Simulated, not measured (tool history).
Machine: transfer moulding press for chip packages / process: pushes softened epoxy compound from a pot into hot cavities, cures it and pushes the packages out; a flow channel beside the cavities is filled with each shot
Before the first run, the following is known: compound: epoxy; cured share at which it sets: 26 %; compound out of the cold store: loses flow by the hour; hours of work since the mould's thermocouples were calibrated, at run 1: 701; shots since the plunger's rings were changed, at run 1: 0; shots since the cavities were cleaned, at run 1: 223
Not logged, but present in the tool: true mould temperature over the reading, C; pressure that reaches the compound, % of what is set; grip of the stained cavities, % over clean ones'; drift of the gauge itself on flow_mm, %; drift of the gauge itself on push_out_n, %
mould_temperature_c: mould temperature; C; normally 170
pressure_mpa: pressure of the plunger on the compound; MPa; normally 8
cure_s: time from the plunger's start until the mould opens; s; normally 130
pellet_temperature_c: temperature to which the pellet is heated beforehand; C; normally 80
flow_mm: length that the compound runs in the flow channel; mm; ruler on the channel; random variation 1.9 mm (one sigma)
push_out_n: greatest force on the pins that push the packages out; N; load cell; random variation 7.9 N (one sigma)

run     day  mould_temperature_c  pressure_mpa  cure_s  pellet_temperature_c  hours of work since the mould's thermocouples were calibrated  shots since the plunger's rings were changed  shots since the cavities were cleaned  incoming compound's hours out of the cold store  flow_mm  push_out_n
  1       0                  170             8     130                    80                                                            701                                             0                                    223                                               41      763         486
      1.642  -- mould's thermocouples calibrated
  2   1.642                  170             8     130                    80                                                              0                                           423                                    646                                             46.3      732         608
      3.062  -- cavities cleaned with cleaning compound and waxed
  3   3.317                  170          9.97     130                    80                                                             31                                           860                                     69                                             14.5      988         841
  4   6.108                  170          9.97     130                    80                                                             84                                          1615                                    824                                             34.3      868         791
      6.775  -- cavities cleaned with cleaning compound and waxed
      8.133  -- cavities cleaned with cleaning compound and waxed, once more
  5   9.317                  170          9.97     130                    80                                                            142                                          2450                                    319                                             18.6      948         526
  6   10.75                  170             8     130                    80                                                            170                                          2839                                    708                                             10.9      886         659
     11.833  -- cavities cleaned with cleaning compound and waxed
  7  13.696                  170          9.49     130                    80                                                            224                                          3619                                    504                                             12.5      945         582
     15.283  -- plunger's sealing rings changed
  8  15.392                  164           7.4     129                    85                                                            255                                            30                                    936                                             12.4      897        1067
     15.671  -- cavities cleaned with cleaning compound and waxed
  9  18.183                  164           7.4     129                    85                                                            306                                           769                                    681                                             22.2      840         944
     19.492  -- cavities cleaned with cleaning compound and waxed
 10  20.604                  164           7.4     129                    85                                                            351                                          1408                                    301                                             11.9      888         815
     23.379  -- cavities cleaned with cleaning compound and waxed
 11  23.612                  172          7.69     124                    80                                                            407                                          2206                                     63                                               39      734         367
 12  25.179                  172          7.69     124                    80                                                            437                                          2630                                    487                                             28.2      775         548
 13  26.962                  170             8     130                    84                                                            471                                          3113                                    970                                             11.4      883         723

Some steps in flow_mm, run to run, broken into two amounts with sign: the step expected even without the hidden condition (settings, incoming material, random variation), and the rest, left for the hidden condition together with whatever gauge scatter is not in both the measured and the hidden-condition-free result:
Run 2 -> 3: pressure_mpa 8 -> 9.97, cavities cleaned with cleaning compound and waxed. flow_mm +256 mm: hidden state -6, all else +262.
Run 7 -> 8: mould_temperature_c 170 -> 164, pressure_mpa 9.49 -> 7.4, cure_s 130 -> 129, pellet_temperature_c 80 -> 85, plunger's sealing rings changed. flow_mm -48 mm: hidden state +44, all else -92.
